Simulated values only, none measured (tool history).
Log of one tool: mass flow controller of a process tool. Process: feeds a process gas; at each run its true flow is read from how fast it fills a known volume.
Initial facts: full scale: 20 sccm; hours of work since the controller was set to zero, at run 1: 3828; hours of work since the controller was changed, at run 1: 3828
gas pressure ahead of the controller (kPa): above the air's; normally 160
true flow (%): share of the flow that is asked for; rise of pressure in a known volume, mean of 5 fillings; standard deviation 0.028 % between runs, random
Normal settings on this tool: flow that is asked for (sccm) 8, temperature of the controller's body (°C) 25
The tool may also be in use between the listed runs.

run,hour,flow that is asked for (sccm),gas pressure ahead of the controller (kPa),temperature of the controller's body (°C),hours of work since the controller was set to zero,hours of work since the controller was changed,true flow (%)
1,0,8,160,25,3828,3828,99.27
2,156.9,8,160,25,3947,3947,99.17
3,319.5,8,160,25,4071,4071,99.24
4,423.4,8,160,25,4149,4149,99.19
5,595.5,8,160,25,4280,4280,99.21
6,738.6,19,160,25,4389,4389,100.19
7,815.6,8,160,25,4447,4447,99.28
8,919.4,8,160,25,4526,4526,99.24
9,1084.8,8,160,25,4652,4652,99.25
10,1190.7,8,160,25,4732,4732,99.22
11,1293.8,8,160,25,4811,4811,99.23
12,1448.5,3,160,25,4928,4928,100.36
13,1605.6,3,160,25,5047,5047,100.35
14,1729.5,3,160,25,5142,5142,100.45
15,1898.8,3,160,25,5270,5270,100.46
16,2056.7,3,160,25,5390,5390,100.52
17,2219.4,8,160,25,5514,5514,99.31
18,2294.2,8,169,25,5571,5571,99.32
19,2365.2,8,169,25,5624,5624,99.34
20,2460,8,160,25,5696,5696,99.3
21,2596,8,160,25,5800,5800,99.34
22,2712.4,8,156,25,5888,5888,99.37
23,2856.6,8,156,25,5998,5998,99.38
24,2992.5,8,155,25,6101,6101,99.42
25,3124.9,4,159,37,6202,6202,100.61
26,3265.8,8,160,22,6309,6309,99.32
27,3334.9,14,141,25,6361,6361,99.67
28,3428.7,3,220,23,6432,6432,100.69
29,3530.5,8,189,35,6510,6510,99.73
30,3660.2,8,189,35,6608,6608,99.76
31,3766.3,8,189,35,6689,6689,99.72
# hour 3774.3: controller's zero set anew
32,3873.4,5,183,22,75,6770,100.02
33,4021,8,145,24,187,6882,99.7
34,4138,8,145,24,276,6971,99.72
# hour 4182.8: controller's zero set anew, once more
35,4299.5,8,145,38,89,7093,98.59
36,4383.3,5,160,25,152,7157,97.64
37,4456.5,5,203,29,208,7212,97.68
38,4599.5,11,207,20,317,7321,98.11
39,4760.7,9,146,38,439,7443,98.82
40,4882.4,10,160,25,531,7536,98.38
41,5013.3,10,160,25,631,7635,98.31
42,5152.1,8,168,28,736,7741,98.17
43,5317.4,7,263,23,862,7866,97.61
44,5388.4,7,263,23,916,7920,97.55
45,5524.4,7,263,23,1019,8023,97.6
46,5670.1,2,250,26,1130,8134,97.69
47,5819.2,2,250,23,1243,8247,97.64
48,5946.9,4,247,21,1340,8344,97.42

Some steps in true flow (%), run to run, broken into two amounts with sign: the step expected even without the hidden condition (settings, incoming material, random variation), and the rest, left for the hidden condition together with whatever gauge scatter is not in both the measured and the hidden-condition-free result:
The hidden state here: flow at rest that the sensor doesn't see, % of full scale; true flow over the shown one, %; drift of the gauge itself on true_pct, %.
Run 16 -> 17: flow that is asked for (sccm) 3 -> 8. true flow (%) -1.21: hidden state -1.84, all else +0.63.
Run 24 -> 25: flow that is asked for (sccm) 8 -> 4, gas pressure ahead of the controller (kPa) 155 -> 159, temperature of the controller's body (°C) 25 -> 37. true flow (%) +1.19: hidden state +1.28, all else -0.09.
Run 25 -> 26: flow that is asked for (sccm) 4 -> 8, gas pressure ahead of the controller (kPa) 159 -> 160, temperature of the controller's body (°C) 37 -> 22. true flow (%) -1.29: hidden state -1.26, all else -0.03.
Run 27 -> 28: flow that is asked for (sccm) 14 -> 3, gas pressure ahead of the controller (kPa) 141 -> 220, temperature of the controller's body (°C) 25 -> 23. true flow (%) +1.02: hidden state +2.74, all else -1.72.
Run 28 -> 29: flow that is asked for (sccm) 3 -> 8, gas pressure ahead of the controller (kPa) 220 -> 189, temperature of the controller's body (°C) 23 -> 35. true flow (%) -0.96: hidden state -2.17, all else +1.21.

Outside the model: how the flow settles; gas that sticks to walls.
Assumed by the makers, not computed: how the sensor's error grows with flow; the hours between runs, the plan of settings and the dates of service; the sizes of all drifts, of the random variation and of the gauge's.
